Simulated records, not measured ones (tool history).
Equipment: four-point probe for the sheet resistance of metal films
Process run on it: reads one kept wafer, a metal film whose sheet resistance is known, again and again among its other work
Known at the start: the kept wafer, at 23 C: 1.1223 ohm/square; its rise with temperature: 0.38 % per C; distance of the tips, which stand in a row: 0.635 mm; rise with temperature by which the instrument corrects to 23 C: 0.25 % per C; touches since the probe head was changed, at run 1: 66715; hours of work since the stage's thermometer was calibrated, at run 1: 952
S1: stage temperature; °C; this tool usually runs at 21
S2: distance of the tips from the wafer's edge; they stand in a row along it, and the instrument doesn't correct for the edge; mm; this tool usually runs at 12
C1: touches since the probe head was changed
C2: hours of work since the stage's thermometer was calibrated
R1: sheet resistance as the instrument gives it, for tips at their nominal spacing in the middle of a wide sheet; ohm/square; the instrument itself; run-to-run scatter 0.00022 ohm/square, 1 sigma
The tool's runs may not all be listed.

run	hour	S1	S2	C1	C2	R1
1	0.0	21	12	66715	952	1.128210
2	67.3	21	12	70113	995	1.129105
3	144.0	21	12	73984	1045	1.129061
4	189.1	21	12	76264	1073	1.129075
5	263.6	19	12	80024	1121	1.127170
# hour 271.9: stage's thermometer calibrated
6	337.0	19	12	83704	42	1.127474
7	420.3	21	17	87906	95	1.130131
8	476.1	27	12	90725	131	1.139987
9	536.2	18	7	93761	169	1.130549
10	599.0	18	7	96929	209	1.131117
11	666.3	21	31	100327	252	1.131291
12	756.8	32	31	104896	310	1.147344
13	858.7	23	4	110039	375	1.149847

Forecast each of these 5 alternatives for the next run:
# hour 885.6: stage's thermometer calibrated, once more
A	902.7	23	8	112237	11	?
# hour 885.6: stage's thermometer calibrated, once more
B	902.7	28	10	112237	11	?
# hour 885.6: stage's thermometer calibrated, once more
C	902.7	21	51	112237	11	?
# hour 885.6: stage's thermometer calibrated, once more
D	902.7	27	3	112237	11	?
# hour 885.6: stage's thermometer calibrated, once more
E	902.7	26	23	112237	11	?

run	R1
A	1.136295
B	1.141743
C	1.130114
D	1.164995
E	1.137109
With no hidden state in the tool, these same runs would have given:
run	R1
A	1.126120
B	1.131513
C	1.119994
D	1.154576
E	1.126921

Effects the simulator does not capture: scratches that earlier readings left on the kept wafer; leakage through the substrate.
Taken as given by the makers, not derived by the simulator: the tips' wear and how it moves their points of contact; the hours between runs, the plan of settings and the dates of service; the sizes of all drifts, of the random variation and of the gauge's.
